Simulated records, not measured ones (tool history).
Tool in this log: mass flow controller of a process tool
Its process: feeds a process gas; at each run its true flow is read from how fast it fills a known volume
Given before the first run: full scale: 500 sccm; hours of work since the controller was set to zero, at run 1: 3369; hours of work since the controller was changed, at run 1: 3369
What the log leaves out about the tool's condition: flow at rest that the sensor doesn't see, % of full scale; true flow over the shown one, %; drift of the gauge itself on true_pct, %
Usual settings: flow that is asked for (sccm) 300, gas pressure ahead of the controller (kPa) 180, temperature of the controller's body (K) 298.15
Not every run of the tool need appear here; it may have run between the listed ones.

| run | day | flow that is asked for (sccm) | gas pressure ahead of the controller (kPa) | temperature of the controller's body (K) | hours of work since the controller was set to zero | hours of work since the controller was changed | true flow (%) |
|---|---|---|---|---|---|---|---|
| 1 | 0 | 300 | 180 | 298.15 | 3369 | 3369 | 101.6 |
| 2 | 12.792 | 300 | 180 | 302.15 | 3565 | 3565 | 101.78 |
| 3 | 29.454 | 300 | 180 | 298.15 | 3820 | 3820 | 102.05 |
| 4 | 45.554 | 300 | 180 | 298.15 | 4066 | 4066 | 102.35 |
| 5 | 59.508 | 300 | 180 | 298.15 | 4279 | 4279 | 102.48 |
| 6 | 74.554 | 300 | 180 | 301.15 | 4509 | 4509 | 102.55 |
| 7 | 88.817 | 300 | 180 | 301.15 | 4728 | 4728 | 102.78 |
| 8 | 98.85 | 73 | 180 | 298.15 | 4881 | 4881 | 106.26 |
| 9 | 114.35 | 73 | 180 | 298.15 | 5118 | 5118 | 106.59 |
|  | 120.904 | controller exchanged for a calibrated one |
| 10 | 130.325 | 300 | 180 | 298.15 | 144 | 144 | 98.6 |
| 11 | 138.488 | 298 | 180 | 297.15 | 269 | 269 | 98.8 |
|  | 139.371 | controller's zero set anew |
| 12 | 147.838 | 240 | 244 | 312.15 | 129 | 412 | 98.47 |
| 13 | 161.946 | 216 | 180 | 293.15 | 345 | 627 | 98.85 |
| 14 | 172.562 | 216 | 180 | 293.15 | 508 | 790 | 98.89 |
|  | 175.758 | controller's zero set anew, once more |
| 15 | 183.354 | 189 | 180 | 298.15 | 116 | 954 | 98.46 |
| 16 | 200.871 | 189 | 180 | 298.15 | 384 | 1222 | 98.75 |
| 17 | 219.546 | 130 | 201 | 300.15 | 670 | 1508 | 98.87 |
| 18 | 234.188 | 81 | 223 | 300.15 | 894 | 1732 | 99.42 |
| 19 | 243.517 | 87 | 156 | 301.15 | 1036 | 1875 | 99.1 |

4 ways to go on from here, each from the tool as it stands after run 19. What would each give?
| A | 255.65 | 230 | 190 | 305.15 | 1222 | 2060 | ? |
| B | 255.65 | 182 | 178 | 298.15 | 1222 | 2060 | ? |
| C | 255.65 | 71 | 245 | 305.15 | 1222 | 2060 | ? |
| D | 255.65 | 300 | 180 | 302.15 | 1222 | 2060 | ? |

| run | true flow (%) |
|---|---|
| A | 99.57 |
| B | 99.57 |
| C | 99.98 |
| D | 100 |
Stripped of hidden state, with their random variation kept, the same runs would have yielded:
| run | true flow (%) |
|---|---|
| A | 98 |
| B | 97.87 |
| C | 97.29 |
| D | 98.55 |
